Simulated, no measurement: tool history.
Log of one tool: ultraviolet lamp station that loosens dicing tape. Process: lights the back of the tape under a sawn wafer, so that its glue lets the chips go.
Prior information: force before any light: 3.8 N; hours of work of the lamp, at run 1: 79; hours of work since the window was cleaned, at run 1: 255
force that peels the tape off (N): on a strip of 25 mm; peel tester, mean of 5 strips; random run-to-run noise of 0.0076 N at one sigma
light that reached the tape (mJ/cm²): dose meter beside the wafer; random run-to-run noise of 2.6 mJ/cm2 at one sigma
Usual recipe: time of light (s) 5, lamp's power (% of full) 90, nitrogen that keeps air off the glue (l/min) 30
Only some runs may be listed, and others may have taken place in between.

| run | hour | time of light (s) | lamp's power (% of full) | nitrogen that keeps air off the glue (l/min) | hours of work of the lamp | hours of work since the window was cleaned | force that peels the tape off (N) | light that reached the tape (mJ/cm²) |
|---|---|---|---|---|---|---|---|---|
| 1 | 0 | 5 | 90 | 30 | 79 | 255 | 0.31 | 326 |
| 2 | 61.3 | 5 | 90 | 30 | 107 | 284 | 0.311 | 320 |
| 3 | 115.3 | 5 | 90 | 30 | 132 | 309 | 0.319 | 316 |
| 4 | 178.9 | 5 | 90 | 30 | 161 | 338 | 0.317 | 310 |
| 5 | 246.1 | 6 | 90 | 30 | 193 | 369 | 0.252 | 369 |
| 6 | 312.4 | 5 | 90 | 30 | 223 | 400 | 0.335 | 307 |
| 7 | 346.8 | 5 | 90 | 30 | 239 | 416 | 0.335 | 305 |
| 8 | 388.4 | 5 | 90 | 30 | 258 | 435 | 0.343 | 298 |
| 9 | 459 | 5 | 90 | 30 | 291 | 467 | 0.344 | 295 |
| 10 | 493.3 | 2 | 90 | 55 | 307 | 483 | 1.158 | 116 |
| 11 | 533.2 | 4 | 90 | 31 | 325 | 502 | 0.52 | 232 |
| 12 | 596.6 | 4 | 90 | 31 | 354 | 531 | 0.499 | 231 |
| 13 | 666.4 | 4 | 90 | 31 | 387 | 563 | 0.526 | 228 |
|  | 671.8 | window cleaned of glue's vapour |
| 14 | 711.2 | 4 | 90 | 31 | 407 | 18 | 0.553 | 225 |
| 15 | 778.8 | 2 | 68 | 57 | 438 | 49 | 1.612 | 83 |
| 16 | 809.2 | 7 | 80 | 18 | 452 | 63 | 0.338 | 336 |
| 17 | 864.9 | 7 | 80 | 18 | 478 | 89 | 0.346 | 337 |

What will run 18 give?
| 18 | 899.8 | 5 | 90 | 22 | 494 | 105 | ? | ? |

{"run 18": {"force that peels the tape off (N)": 0.462, "light that reached the tape (mJ/cm²)": 269}}
On a tool with no hidden condition, and with the same random variation, this run would have come out at force that peels the tape off (N) 0.316, light that reached the tape (mJ/cm²) 341.
